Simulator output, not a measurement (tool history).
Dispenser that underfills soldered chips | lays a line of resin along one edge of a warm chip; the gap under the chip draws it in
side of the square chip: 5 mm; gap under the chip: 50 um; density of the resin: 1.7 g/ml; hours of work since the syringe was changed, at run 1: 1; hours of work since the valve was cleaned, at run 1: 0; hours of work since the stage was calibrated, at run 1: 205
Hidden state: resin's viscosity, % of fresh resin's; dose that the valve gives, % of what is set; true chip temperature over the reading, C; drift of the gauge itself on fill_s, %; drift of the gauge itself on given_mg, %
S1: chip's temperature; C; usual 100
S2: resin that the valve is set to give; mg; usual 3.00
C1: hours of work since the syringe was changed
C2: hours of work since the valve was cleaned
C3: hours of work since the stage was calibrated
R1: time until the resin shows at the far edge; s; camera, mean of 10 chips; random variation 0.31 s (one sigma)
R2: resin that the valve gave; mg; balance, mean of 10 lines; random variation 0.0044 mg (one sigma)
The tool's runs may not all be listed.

run	hour	S1	S2	C1	C2	C3	R1	R2
1	0.0	100	3.00	1	0	205	7.9	3.002
2	10.6	100	3.00	8	7	212	14.7	2.990
# hour 12.9: new syringe of resin
3	21.8	100	3.00	6	14	219	12.2	2.988
# hour 27.8: new syringe of resin
4	28.0	100	3.00	0	18	223	7.8	2.970
5	34.2	100	3.00	4	22	227	10.9	2.964
# hour 42.5: new syringe of resin
6	42.6	100	3.00	0	27	232	7.5	2.956
7	51.0	100	3.00	5	32	238	12.0	2.947
8	55.5	100	3.00	8	35	241	15.6	2.935
# hour 57.3: new syringe of resin
9	60.7	100	3.00	2	38	244	8.7	2.931
10	69.1	100	3.00	8	44	249	14.4	2.930
# hour 71.8: new syringe of resin
# hour 77.4: dispensing valve cleaned and set on the balance
11	77.4	100	3.00	3	0	254	9.8	2.996
# hour 87.3: new syringe of resin
12	87.3	95	3.00	0	6	260	8.5	2.992
13	94.0	93	3.14	4	11	264	13.5	3.126
# hour 101.7: new syringe of resin
14	103.4	96	3.01	1	16	270	9.6	2.982
15	110.7	93	3.69	6	21	275	15.0	3.646
# hour 117.0: new syringe of resin
16	120.8	92	3.69	2	28	281	11.7	3.631
17	128.9	93	2.84	8	33	287	17.6	2.780
# hour 131.4: new syringe of resin
18	137.7	112	2.80	4	38	292	7.4	2.741
19	143.3	105	3.00	8	42	296	12.5	2.926
# hour 146.6: new syringe of resin
20	150.4	114	3.00	2	46	300	6.3	2.919
# hour 154.6: dispensing valve cleaned and set on the balance
21	160.5	88	3.00	8	4	306	22.8	2.993
# hour 161.9: new syringe of resin
22	167.2	88	3.00	3	8	310	15.5	2.990

Run 23 comes next. What will it give?
23	172.3	88	3.00	7	11	313	?	?

R1: 19.6 s
R2: 2.984 mg
Without the tool's hidden state the same run would have given R1 10.6 s, R2 3.001 mg.

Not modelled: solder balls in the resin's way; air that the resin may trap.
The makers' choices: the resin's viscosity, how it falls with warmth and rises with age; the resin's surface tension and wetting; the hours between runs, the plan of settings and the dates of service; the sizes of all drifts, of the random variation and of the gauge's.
